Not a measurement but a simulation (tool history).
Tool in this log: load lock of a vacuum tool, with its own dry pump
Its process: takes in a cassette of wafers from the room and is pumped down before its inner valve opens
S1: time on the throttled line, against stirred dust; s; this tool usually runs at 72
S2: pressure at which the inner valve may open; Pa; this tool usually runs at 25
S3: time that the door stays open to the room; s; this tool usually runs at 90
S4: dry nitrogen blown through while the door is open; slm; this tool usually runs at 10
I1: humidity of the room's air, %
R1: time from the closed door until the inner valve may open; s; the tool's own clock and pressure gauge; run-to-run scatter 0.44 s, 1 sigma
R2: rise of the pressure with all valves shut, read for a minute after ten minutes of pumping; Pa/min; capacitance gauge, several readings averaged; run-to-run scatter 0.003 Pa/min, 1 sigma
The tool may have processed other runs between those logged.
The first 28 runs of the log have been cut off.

{"day": 410.208, "done": "door's seal changed, seat wiped"}
{"run": 29, "day": 423.383, "S1": 72, "S2": 25, "S3": 90, "S4": 6, "I1": 49.8, "R1": 132.7, "R2": 0.055}
{"run": 30, "day": 435.85, "S1": 43, "S2": 27, "S3": 90, "S4": 6, "I1": 42.4, "R1": 106.9, "R2": 0.05}
{"run": 31, "day": 451.275, "S1": 126, "S2": 49, "S3": 90, "S4": 6, "I1": 43.8, "R1": 172, "R2": 0.056}
{"run": 32, "day": 460.471, "S1": 126, "S2": 49, "S3": 90, "S4": 6, "I1": 46.8, "R1": 171.1, "R2": 0.071}
{"run": 33, "day": 473.729, "S1": 126, "S2": 49, "S3": 90, "S4": 6, "I1": 43.3, "R1": 172.4, "R2": 0.076}
{"run": 34, "day": 488.425, "S1": 127, "S2": 39, "S3": 90, "S4": 31, "I1": 44.9, "R1": 174.3, "R2": 0.066}
{"run": 35, "day": 505.767, "S1": 72, "S2": 45, "S3": 40, "S4": 10, "I1": 47, "R1": 128.5, "R2": 0.076}
{"run": 36, "day": 517.954, "S1": 72, "S2": 45, "S3": 40, "S4": 10, "I1": 40.2, "R1": 128.9, "R2": 0.087}

Consider 4 possible next runs. They are alternatives, not a sequence: every one starts from the tool as it was left by run 36. What does each give?
{"run": "A", "day": 535.496, "S1": 72, "S2": 20, "S3": 40, "S4": 10, "I1": 44.8, "R1": "?", "R2": "?"}
{"run": "B", "day": 535.496, "S1": 72, "S2": 25, "S3": 146, "S4": 10, "I1": 43.3, "R1": "?", "R2": "?"}
{"run": "C", "day": 535.496, "S1": 72, "S2": 25, "S3": 107, "S4": 10, "I1": 46.7, "R1": "?", "R2": "?"}
{"run": "D", "day": 535.496, "S1": 41, "S2": 45, "S3": 40, "S4": 10, "I1": 44.2, "R1": "?", "R2": "?"}

run=A R1=136.3 R2=0.115
run=B R1=133.9 R2=0.12
run=C R1=133.4 R2=0.122
run=D R1=102.3 R2=0.111
With no hidden state in the tool, these same runs would have given:
run=A R1=131.9 R2=0.033
run=B R1=129.8 R2=0.04
run=C R1=129.4 R2=0.041
run=D R1=98.2 R2=0.03
